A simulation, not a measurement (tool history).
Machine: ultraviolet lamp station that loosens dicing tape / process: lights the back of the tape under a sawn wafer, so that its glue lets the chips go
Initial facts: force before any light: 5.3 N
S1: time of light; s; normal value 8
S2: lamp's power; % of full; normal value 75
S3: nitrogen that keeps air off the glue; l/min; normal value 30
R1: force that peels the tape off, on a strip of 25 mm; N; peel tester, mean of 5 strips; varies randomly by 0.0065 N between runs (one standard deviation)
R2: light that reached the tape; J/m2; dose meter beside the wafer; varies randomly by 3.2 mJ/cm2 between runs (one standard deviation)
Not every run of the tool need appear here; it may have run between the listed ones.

Run 1, hour 0.0: usual settings. Result: R1 0.342 N, R2 3940 J/m2.
Run 2, hour 37.3: usual settings. Result: R1 0.336 N, R2 3960 J/m2.
Run 3, hour 77.2: usual settings. Result: R1 0.347 N, R2 3850 J/m2.
Run 4, hour 100.4: usual settings. Result: R1 0.380 N, R2 3840 J/m2.
Run 5, hour 140.4: usual settings. Result: R1 0.380 N, R2 3820 J/m2.
Run 6, hour 184.6: usual settings. Result: R1 0.387 N, R2 3770 J/m2.
Run 7, hour 230.1: usual settings but S3 15 l/min. Result: R1 0.663 N, R2 3720 J/m2.
Run 8, hour 256.7: usual settings but S3 15 l/min. Result: R1 0.652 N, R2 3710 J/m2.
Run 9, hour 303.8: usual settings but S3 15 l/min. Result: R1 0.689 N, R2 3610 J/m2.
At hour 309.6: lamp changed.
Run 10, hour 341.8: usual settings but S3 15 l/min. Result: R1 0.424 N, R2 4710 J/m2.
Run 11, hour 386.3: usual settings but S2 76 % of full. Result: R1 0.245 N, R2 4750 J/m2.
Run 12, hour 417.4: usual settings but S3 48 l/min. Result: R1 0.186 N, R2 4650 J/m2.
Run 13, hour 451.1: usual settings but S3 16 l/min. Result: R1 0.410 N, R2 4570 J/m2.
Run 14, hour 498.7: usual settings but S3 43 l/min. Result: R1 0.203 N, R2 4560 J/m2.
Run 15, hour 543.9: usual settings but S3 43 l/min. Result: R1 0.219 N, R2 4470 J/m2.
Run 16, hour 595.4: usual settings but S3 43 l/min. Result: R1 0.220 N, R2 4360 J/m2.
Run 17, hour 636.2: usual settings but S1 4 s, S2 99 % of full, S3 18 l/min. Result: R1 0.924 N, R2 2890 J/m2.
Run 18, hour 670.7: usual settings but S1 10 s, S2 80 % of full, S3 10 l/min. Result: R1 0.369 N, R2 5800 J/m2.
Run 19, hour 695.4: usual settings but S1 5 s, S2 66 % of full. Result: R1 0.937 N, R2 2350 J/m2.
Run 20, hour 737.5: usual settings but S1 6 s. Result: R1 0.536 N, R2 3160 J/m2.
Run 21, hour 759.7: usual settings but S3 54 l/min. Result: R1 0.218 N, R2 4180 J/m2.
Run 22, hour 811.4: usual settings but S3 54 l/min. Result: R1 0.218 N, R2 4150 J/m2.
At hour 839.4: window cleaned of glue's vapour.
Run 23, hour 844.7: usual settings but S1 4 s, S3 18 l/min. Result: R1 1.255 N, R2 2310 J/m2.
Run 24, hour 888.0: usual settings but S2 96 % of full, S3 13 l/min. Result: R1 0.299 N, R2 5830 J/m2.
Run 25, hour 927.5: usual settings but S2 96 % of full, S3 13 l/min. Result: R1 0.300 N, R2 5750 J/m2.
Run 26, hour 961.1: usual settings but S1 5 s, S2 78 % of full, S3 21 l/min. Result: R1 0.814 N, R2 2960 J/m2.
Run 27, hour 987.7: usual settings but S1 5 s, S2 85 % of full, S3 10 l/min. Result: R1 1.120 N, R2 3150 J/m2.
Run 28, hour 1010.3: usual settings but S1 6 s, S3 38 l/min. Result: R1 0.427 N, R2 3340 J/m2.

Measured minus without-hidden-state, run by run (identical run-to-run variation in each term; gauge scatter may differ):
Hidden conditions of the tool in this case: lamp's light, % of a new lamp's; light that the window lets through, % of a clean one's; drift of the gauge itself on peel_n, %; drift of the gauge itself on dose_mj_cm2, %.
run      R1     R2
  1  +0.129  -1050
  2  +0.135  -1110
  3  +0.143  -1140
  4  +0.156  -1170
  5  +0.159  -1210
  6  +0.174  -1280
  7  +0.305  -1300
  8  +0.305  -1350
  9  +0.331  -1400
 10  +0.053   -310
 11  +0.032   -370
 12  +0.023   -400
 13  +0.072   -450
 14  +0.033   -510
 15  +0.040   -560
 16  +0.045   -620
 17  +0.204   -440
 18  +0.101   -960
 19  +0.228   -410
 20  +0.157   -600
 21  +0.053   -820
 22  +0.059   -890
 23  +0.149   -210
 24  +0.056   -610
 25  +0.062   -670
 26  +0.159   -370
 27  +0.200   -420
 28  +0.104   -470

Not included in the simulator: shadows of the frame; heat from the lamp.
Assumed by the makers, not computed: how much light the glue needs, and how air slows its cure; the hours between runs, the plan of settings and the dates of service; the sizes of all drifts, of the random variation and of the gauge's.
